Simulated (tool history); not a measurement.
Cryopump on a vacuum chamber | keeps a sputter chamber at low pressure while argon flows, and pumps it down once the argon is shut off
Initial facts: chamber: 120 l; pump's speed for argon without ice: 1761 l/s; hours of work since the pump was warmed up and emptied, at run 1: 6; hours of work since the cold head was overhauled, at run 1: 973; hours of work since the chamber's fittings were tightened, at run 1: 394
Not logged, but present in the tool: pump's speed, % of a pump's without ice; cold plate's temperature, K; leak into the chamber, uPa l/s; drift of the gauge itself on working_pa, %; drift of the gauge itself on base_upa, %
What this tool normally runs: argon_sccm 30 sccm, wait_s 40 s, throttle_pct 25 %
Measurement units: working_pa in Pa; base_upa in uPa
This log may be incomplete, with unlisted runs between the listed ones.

run,hour,argon_sccm,wait_s,throttle_pct,hours of work since the pump was warmed up and emptied,hours of work since the cold head was overhauled,hours of work since the chamber's fittings were tightened,working_pa,base_upa
1,0.0,30,40,25,6,973,394,0.1167,0.78
2,36.8,30,40,25,36,1003,424,0.1161,0.85
3,69.6,30,40,25,62,1029,451,0.1159,0.81
4,111.5,30,40,25,96,1063,484,0.1169,0.82
5,147.6,30,40,25,125,1092,513,0.1176,0.78
6,182.3,30,40,25,153,1120,541,0.1155,0.84
7,224.0,30,40,25,187,1154,575,0.1175,0.84
8,256.6,30,40,25,213,1180,601,0.1175,0.83
9,292.4,34,40,25,242,1209,630,0.1345,0.85
10,341.3,34,40,25,281,1248,669,0.1352,0.86
11,381.8,34,40,25,314,1281,702,0.1333,0.89
12,426.0,30,40,25,349,1316,738,0.1185,0.88
13,475.0,30,150,25,389,1356,777,0.1186,0.48
14,498.2,30,150,25,407,1374,796,0.1210,0.48
15,532.6,30,150,25,435,1402,823,0.1197,0.46
16,581.7,30,40,24,475,1442,863,0.1258,0.88
17,616.0,34,37,30,502,1469,891,0.1157,0.94
18,640.5,34,37,30,522,1489,910,0.1168,0.96
19,662.3,15,149,20,540,1507,928,0.0755,0.53
20,683.3,50,128,20,557,1524,945,0.2497,0.50
21,706.8,30,101,27,575,1542,964,0.1142,0.56
22,733.1,18,101,27,597,1564,985,0.0687,0.60
23,753.0,41,101,27,613,1580,1001,0.1566,0.62
24,794.6,18,129,20,646,1613,1034,0.0910,0.55
25,830.6,18,129,20,675,1642,1063,0.0924,0.58
26,871.8,18,129,20,708,1675,1097,0.0915,0.53

Below, some changes in working_pa between adjacent runs. For each, the amount present without the hidden state too (settings, incoming material, random variation) and the amount remaining for the hidden state with gauge scatter not shared by both compared results:
Run 19 -> 20: argon_sccm 15 -> 50, wait_s 149 -> 128. working_pa +0.1742 Pa: hidden state +0.0083, all else +0.1659.
Run 20 -> 21: argon_sccm 50 -> 30, wait_s 128 -> 101, throttle_pct 20 -> 27. working_pa -0.1355 Pa: hidden state -0.0043, all else -0.1312.
Run 22 -> 23: argon_sccm 18 -> 41. working_pa +0.0879 Pa: hidden state +0.0063, all else +0.0816.
